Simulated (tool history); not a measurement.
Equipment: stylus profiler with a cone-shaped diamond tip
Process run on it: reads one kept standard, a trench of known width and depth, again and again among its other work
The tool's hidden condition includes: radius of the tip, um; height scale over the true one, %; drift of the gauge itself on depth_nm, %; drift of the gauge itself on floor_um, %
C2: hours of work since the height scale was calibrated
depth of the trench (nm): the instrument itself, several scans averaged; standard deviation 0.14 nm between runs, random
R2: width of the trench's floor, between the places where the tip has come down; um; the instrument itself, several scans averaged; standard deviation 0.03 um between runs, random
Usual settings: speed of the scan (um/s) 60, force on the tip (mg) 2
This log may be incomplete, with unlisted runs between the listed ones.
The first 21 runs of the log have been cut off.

{"run": 22, "hour": 635.2, "speed of the scan (um/s)": 24, "force on the tip (mg)": 2, "scans with this tip": 12116, "C2": 44, "depth of the trench (nm)": 502.24, "R2": 15.7}
{"run": 23, "hour": 678.1, "speed of the scan (um/s)": 24, "force on the tip (mg)": 2, "scans with this tip": 12360, "C2": 77, "depth of the trench (nm)": 502.01, "R2": 15.72}
{"run": 24, "hour": 712.7, "speed of the scan (um/s)": 36, "force on the tip (mg)": 3.02, "scans with this tip": 12556, "C2": 103, "depth of the trench (nm)": 504.17, "R2": 15.72}
{"run": 25, "hour": 752.7, "speed of the scan (um/s)": 72, "force on the tip (mg)": 2.47, "scans with this tip": 12783, "C2": 133, "depth of the trench (nm)": 503.44, "R2": 15.49}
{"run": 26, "hour": 788.8, "speed of the scan (um/s)": 160, "force on the tip (mg)": 1.06, "scans with this tip": 12989, "C2": 161, "depth of the trench (nm)": 499.82, "R2": 14.65}
{"run": 27, "hour": 819.1, "speed of the scan (um/s)": 160, "force on the tip (mg)": 1.06, "scans with this tip": 13161, "C2": 184, "depth of the trench (nm)": 499.61, "R2": 14.65}
{"hour": 822.4, "done": "height scale calibrated on a step standard, once more"}
{"run": 28, "hour": 842.2, "speed of the scan (um/s)": 160, "force on the tip (mg)": 1.06, "scans with this tip": 13289, "C2": 15, "depth of the trench (nm)": 504.36, "R2": 14.65}
{"run": 29, "hour": 871.3, "speed of the scan (um/s)": 29, "force on the tip (mg)": 3.23, "scans with this tip": 13455, "C2": 37, "depth of the trench (nm)": 509.38, "R2": 15.64}
{"run": 30, "hour": 894.3, "speed of the scan (um/s)": 29, "force on the tip (mg)": 3.23, "scans with this tip": 13586, "C2": 55, "depth of the trench (nm)": 509.44, "R2": 15.66}
{"run": 31, "hour": 935.0, "speed of the scan (um/s)": 117, "force on the tip (mg)": 3.23, "scans with this tip": 13817, "C2": 85, "depth of the trench (nm)": 509.29, "R2": 15.25}
{"run": 32, "hour": 978.9, "speed of the scan (um/s)": 117, "force on the tip (mg)": 3.23, "scans with this tip": 14066, "C2": 119, "depth of the trench (nm)": 508.95, "R2": 15.18}
{"run": 33, "hour": 1005.7, "speed of the scan (um/s)": 135, "force on the tip (mg)": 1.02, "scans with this tip": 14219, "C2": 139, "depth of the trench (nm)": 503.79, "R2": 14.78}
{"run": 34, "hour": 1034.9, "speed of the scan (um/s)": 163, "force on the tip (mg)": 1.15, "scans with this tip": 14385, "C2": 161, "depth of the trench (nm)": 504.33, "R2": 14.61}

What will run 35 give?
{"run": 35, "hour": 1070.9, "speed of the scan (um/s)": 86, "force on the tip (mg)": 5.94, "scans with this tip": 14589, "C2": 188, "depth of the trench (nm)": "?", "R2": "?"}

{"run 35": {"depth of the trench (nm)": 513.82, "R2": 15.39}}
With no hidden state in the tool, this same run would have given depth of the trench (nm) 514.23, R2 16.73 um.

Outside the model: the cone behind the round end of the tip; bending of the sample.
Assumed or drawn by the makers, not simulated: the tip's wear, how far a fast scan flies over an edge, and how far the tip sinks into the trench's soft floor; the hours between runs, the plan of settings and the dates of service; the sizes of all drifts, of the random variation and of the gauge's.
